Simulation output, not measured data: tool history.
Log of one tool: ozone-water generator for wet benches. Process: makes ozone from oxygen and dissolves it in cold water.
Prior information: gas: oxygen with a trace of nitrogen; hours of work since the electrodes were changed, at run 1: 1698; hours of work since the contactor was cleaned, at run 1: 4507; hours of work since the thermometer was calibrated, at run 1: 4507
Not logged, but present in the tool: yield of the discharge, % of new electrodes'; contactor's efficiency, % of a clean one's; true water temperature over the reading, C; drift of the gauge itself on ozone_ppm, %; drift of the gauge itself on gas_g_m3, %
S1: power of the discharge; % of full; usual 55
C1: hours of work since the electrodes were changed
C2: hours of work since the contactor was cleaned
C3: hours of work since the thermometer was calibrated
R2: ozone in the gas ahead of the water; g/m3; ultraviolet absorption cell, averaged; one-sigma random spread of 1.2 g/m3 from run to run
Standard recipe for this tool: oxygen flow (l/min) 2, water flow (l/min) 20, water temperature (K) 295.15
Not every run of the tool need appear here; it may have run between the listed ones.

Run 1, hour 0: usual settings; C1 1698; C2 4507; C3 4507. Result: dissolved ozone (ppm) 12.1, R2 207.9 g/m3.
Run 2, hour 93.5: usual settings; C1 1757; C2 4566; C3 4566. Result: dissolved ozone (ppm) 12.2, R2 206.5 g/m3.
Run 3, hour 154.2: usual settings but oxygen flow (l/min) 3.09; C1 1795; C2 4604; C3 4604. Result: dissolved ozone (ppm) 12.2, R2 154.9 g/m3.
Run 4, hour 214.1: usual settings but water flow (l/min) 23; C1 1832; C2 4642; C3 4642. Result: dissolved ozone (ppm) 10.7, R2 207.4 g/m3.
Run 5, hour 319.7: usual settings but water flow (l/min) 23; C1 1899; C2 4708; C3 4708. Result: dissolved ozone (ppm) 10.5, R2 208.5 g/m3.
Run 6, hour 385.1: usual settings but water flow (l/min) 23; C1 1940; C2 4749; C3 4749. Result: dissolved ozone (ppm) 10.7, R2 205.9 g/m3.
Run 7, hour 465: usual settings but water flow (l/min) 23; C1 1990; C2 4800; C3 4800. Result: dissolved ozone (ppm) 10.4, R2 207.5 g/m3.
At hour 476: water thermometer calibrated.
Run 8, hour 553.4: usual settings; C1 2046; C2 4855; C3 49. Result: dissolved ozone (ppm) 12.1, R2 206.5 g/m3.
Run 9, hour 616.9: usual settings; C1 2085; C2 4895; C3 89. Result: dissolved ozone (ppm) 12.1, R2 207.3 g/m3.
Run 10, hour 673.9: usual settings; C1 2121; C2 4931; C3 124. Result: dissolved ozone (ppm) 12, R2 205.4 g/m3.
Run 11, hour 739.8: usual settings; C1 2163; C2 4972; C3 166. Result: dissolved ozone (ppm) 11.8, R2 205 g/m3.
Run 12, hour 823.7: usual settings but oxygen flow (l/min) 2.76; C1 2216; C2 5025; C3 219. Result: dissolved ozone (ppm) 12.2, R2 165.9 g/m3.
Run 13, hour 936.7: usual settings but oxygen flow (l/min) 2.76; C1 2287; C2 5096; C3 290. Result: dissolved ozone (ppm) 12.2, R2 163.5 g/m3.
Run 14, hour 1006.2: usual settings; C1 2330; C2 5140; C3 333. Result: dissolved ozone (ppm) 12.1, R2 204.5 g/m3.
Run 15, hour 1071.6: usual settings but water temperature (K) 291.15; C1 2371; C2 5181; C3 375. Result: dissolved ozone (ppm) 12.4, R2 204.5 g/m3.
Run 16, hour 1187.7: usual settings but water temperature (K) 291.15; C1 2444; C2 5254; C3 448. Result: dissolved ozone (ppm) 12.4, R2 206.5 g/m3.
Run 17, hour 1249.2: usual settings but oxygen flow (l/min) 2.23; C1 2483; C2 5292; C3 486. Result: dissolved ozone (ppm) 12.1, R2 190.8 g/m3.
Run 18, hour 1325: usual settings but S1 50 % of full, oxygen flow (l/min) 1.3, water flow (l/min) 15, water temperature (K) 289.15; C1 2531; C2 5340; C3 534. Result: dissolved ozone (ppm) 15.1, R2 261.6 g/m3.
Run 19, hour 1424.1: usual settings but S1 83 % of full, oxygen flow (l/min) 1.32, water flow (l/min) 21, water temperature (K) 300.15; C1 2593; C2 5402; C3 596. Result: dissolved ozone (ppm) 12.9, R2 329.7 g/m3.
Run 20, hour 1507.8: usual settings but S1 83 % of full, oxygen flow (l/min) 1.32, water flow (l/min) 21, water temperature (K) 300.15; C1 2646; C2 5455; C3 649. Result: dissolved ozone (ppm) 12.9, R2 330.8 g/m3.
Run 21, hour 1561.3: usual settings but S1 52 % of full; C1 2679; C2 5489; C3 683. Result: dissolved ozone (ppm) 11.7, R2 197.9 g/m3.
Run 22, hour 1639.1: usual settings but S1 61 % of full, oxygen flow (l/min) 1.61, water flow (l/min) 29, water temperature (K) 293.15; C1 2728; C2 5538; C3 731. Result: dissolved ozone (ppm) 8.4, R2 248.5 g/m3.
Run 23, hour 1695.7: usual settings but oxygen flow (l/min) 2.94; C1 2764; C2 5573; C3 767. Result: dissolved ozone (ppm) 12.1, R2 158.6 g/m3.
Run 24, hour 1763.7: usual settings but S1 46 % of full, water flow (l/min) 31; C1 2807; C2 5616; C3 810. Result: dissolved ozone (ppm) 6.9, R2 189 g/m3.
Run 25, hour 1857.6: usual settings but S1 99 % of full, water flow (l/min) 31, water temperature (K) 288.15; C1 2866; C2 5675; C3 869. Result: dissolved ozone (ppm) 10.5, R2 269.9 g/m3.
Run 26, hour 1916: usual settings; C1 2902; C2 5712; C3 906. Result: dissolved ozone (ppm) 11.9, R2 202 g/m3.
Run 27, hour 1976.2: usual settings; C1 2940; C2 5750; C3 943. Result: dissolved ozone (ppm) 11.8, R2 203.7 g/m3.
Run 28, hour 2086.3: usual settings; C1 3009; C2 5819; C3 1013. Result: dissolved ozone (ppm) 11.8, R2 204 g/m3.
Run 29, hour 2185.2: usual settings but S1 90 % of full, oxygen flow (l/min) 1.62, water temperature (K) 296.15; C1 3072; C2 5881; C3 1075. Result: dissolved ozone (ppm) 14.6, R2 297 g/m3.
Run 30, hour 2297.8: usual settings but S1 90 % of full, oxygen flow (l/min) 1.62, water flow (l/min) 13, water temperature (K) 296.15; C1 3142; C2 5952; C3 1146. Result: dissolved ozone (ppm) 21.8, R2 295.2 g/m3.
Run 31, hour 2411.3: usual settings but oxygen flow (l/min) 1.15, water flow (l/min) 21; C1 3214; C2 6023; C3 1217. Result: dissolved ozone (ppm) 10.2, R2 293.2 g/m3.
Run 32, hour 2504.5: usual settings but S1 58 % of full, oxygen flow (l/min) 1.14, water flow (l/min) 21, water temperature (K) 288.15; C1 3272; C2 6082; C3 1276. Result: dissolved ozone (ppm) 11.1, R2 302.6 g/m3.
Run 33, hour 2556.1: usual settings but S1 62 % of full, oxygen flow (l/min) 1.35, water flow (l/min) 13, water temperature (K) 288.15; C1 3305; C2 6114; C3 1308. Result: dissolved ozone (ppm) 19.1, R2 279 g/m3.

Here are 3 independent what-if runs from the current tool condition. What would each one return?
Run A, hour 2651.5: usual settings but S1 56 % of full, oxygen flow (l/min) 1.2, water temperature (K) 297.15; C1 3365; C2 6174; C3 1368. Result: dissolved ozone (ppm) ?, R2 ?.
Run B, hour 2651.5: usual settings but S1 87 % of full, water flow (l/min) 15; C1 3365; C2 6174; C3 1368. Result: dissolved ozone (ppm) ?, R2 ?.
Run C, hour 2651.5: usual settings but S1 65 % of full, oxygen flow (l/min) 2.6; C1 3365; C2 6174; C3 1368. Result: dissolved ozone (ppm) ?, R2 ?.

run  dissolved ozone (ppm)     R2
  A                   11.1    286
  B                   19.1  249.7
  C                   12.7  184.9
Without the tool's hidden state the same runs would have given:
run  dissolved ozone (ppm)     R2
  A                   12.3  300.1
  B                   21.4  265.1
  C                   14.2  194.7

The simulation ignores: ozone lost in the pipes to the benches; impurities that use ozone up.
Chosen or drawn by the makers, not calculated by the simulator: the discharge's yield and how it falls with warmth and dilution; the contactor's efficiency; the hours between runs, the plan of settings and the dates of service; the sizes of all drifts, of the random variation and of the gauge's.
